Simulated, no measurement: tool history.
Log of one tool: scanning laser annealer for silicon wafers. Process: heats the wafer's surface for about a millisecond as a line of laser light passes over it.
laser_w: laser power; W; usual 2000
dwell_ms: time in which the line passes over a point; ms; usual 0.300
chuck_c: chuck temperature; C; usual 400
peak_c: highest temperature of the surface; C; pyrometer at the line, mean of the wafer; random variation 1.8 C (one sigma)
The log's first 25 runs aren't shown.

Run 26, hour 495.8: usual settings but laser_w 2017 W, chuck_c 434 C. Result: peak_c 1134 C.
Run 27, hour 518.5: usual settings but laser_w 2017 W, dwell_ms 0.238 ms, chuck_c 365 C. Result: peak_c 976 C.
Run 28, hour 533.0: usual settings but laser_w 2017 W, dwell_ms 0.238 ms, chuck_c 365 C. Result: peak_c 976 C.
Run 29, hour 548.7: usual settings but laser_w 2017 W, dwell_ms 0.238 ms, chuck_c 365 C. Result: peak_c 973 C.
Run 30, hour 568.5: usual settings but laser_w 2164 W. Result: peak_c 1151 C.
Run 31, hour 578.7: usual settings but laser_w 2043 W, dwell_ms 0.219 ms, chuck_c 410 C. Result: peak_c 997 C.
Run 32, hour 592.6: usual settings but laser_w 2126 W, dwell_ms 0.273 ms, chuck_c 393 C. Result: peak_c 1091 C.
Run 33, hour 607.2: usual settings but laser_w 2165 W, dwell_ms 0.298 ms, chuck_c 416 C. Result: peak_c 1165 C.
Run 34, hour 626.2: usual settings but laser_w 2165 W, dwell_ms 0.298 ms, chuck_c 416 C. Result: peak_c 1166 C.

Forecast each of these 5 alternatives for the next run:
Run A, hour 641.9: usual settings but laser_w 1867 W, dwell_ms 0.369 ms, chuck_c 405 C. Result: peak_c ?.
Run B, hour 641.9: usual settings but laser_w 1890 W, dwell_ms 0.257 ms, chuck_c 391 C. Result: peak_c ?.
Run C, hour 641.9: usual settings but laser_w 1889 W, chuck_c 370 C. Result: peak_c ?.
Run D, hour 641.9: usual settings but laser_w 1902 W, dwell_ms 0.374 ms, chuck_c 374 C. Result: peak_c ?.
Run E, hour 641.9: usual settings but laser_w 2165 W, dwell_ms 0.307 ms, chuck_c 416 C. Result: peak_c ?.

run  peak_c
  A    1131
  B     988
  C    1022
  D    1121
  E    1179
Without the tool's hidden state the same runs would have given:
run  peak_c
  A    1142
  B     997
  C    1031
  D    1132
  E    1191
